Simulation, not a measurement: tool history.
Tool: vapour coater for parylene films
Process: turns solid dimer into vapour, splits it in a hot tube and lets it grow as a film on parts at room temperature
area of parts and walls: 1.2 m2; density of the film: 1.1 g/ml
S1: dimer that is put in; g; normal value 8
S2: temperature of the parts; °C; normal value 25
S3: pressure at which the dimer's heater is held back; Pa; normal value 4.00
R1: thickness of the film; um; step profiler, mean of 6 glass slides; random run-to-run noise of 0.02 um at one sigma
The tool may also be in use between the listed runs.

| run | day | S1 | S2 | S3 | R1 |
|---|---|---|---|---|---|
| 1 | 0.000 | 8 | 25 | 4.00 | 2.93 |
| 2 | 1.083 | 8 | 25 | 4.00 | 2.96 |
| 3 | 2.271 | 8 | 21 | 4.00 | 3.51 |
| 4 | 3.121 | 8 | 21 | 4.00 | 3.47 |
| 5 | 4.746 | 8 | 21 | 4.00 | 3.43 |
| 6 | 6.175 | 8 | 21 | 4.00 | 3.44 |
| 7 | 7.458 | 8 | 21 | 4.00 | 3.45 |
| 8 | 8.312 | 8 | 21 | 4.00 | 3.40 |
| 9 | 9.108 | 8 | 21 | 4.00 | 3.42 |
| 10 | 10.729 | 8 | 25 | 4.00 | 2.88 |
| 11 | 11.758 | 4 | 25 | 4.00 | 1.45 |
| 12 | 12.638 | 8 | 25 | 8.45 | 2.70 |
| 13 | 13.571 | 8 | 25 | 8.45 | 2.68 |
| 14 | 14.771 | 8 | 25 | 8.45 | 2.69 |
| 15 | 15.938 | 4 | 30 | 8.07 | 1.10 |
| 16 | 17.012 | 4 | 30 | 8.07 | 1.12 |
| 17 | 18.258 | 4 | 30 | 8.07 | 1.06 |
| 18 | 19.758 | 6 | 18 | 2.95 | 2.93 |
| 19 | 21.588 | 8 | 28 | 3.07 | 2.87 |
| 20 | 22.888 | 14 | 33 | 5.97 | 3.82 |
| 21 | 24.254 | 14 | 33 | 5.97 | 3.80 |
| 22 | 25.375 | 14 | 33 | 5.97 | 3.80 |
| 23 | 26.200 | 11 | 25 | 2.15 | 4.56 |

Taken out of this log: 1 entry between the listed runs. Where each belongs, and how the hidden state differs across it:
Logged between run 18 and run 19: trap's valve overhauled (day 20.058)
  vapour lost through the trap's worn valve, %: 12.1 -> 1; true temperature of the parts over the reading, C: -0.63 -> -0.65
  measured value less the no-hidden-state value, R1: -0.31 -> +0.05 um
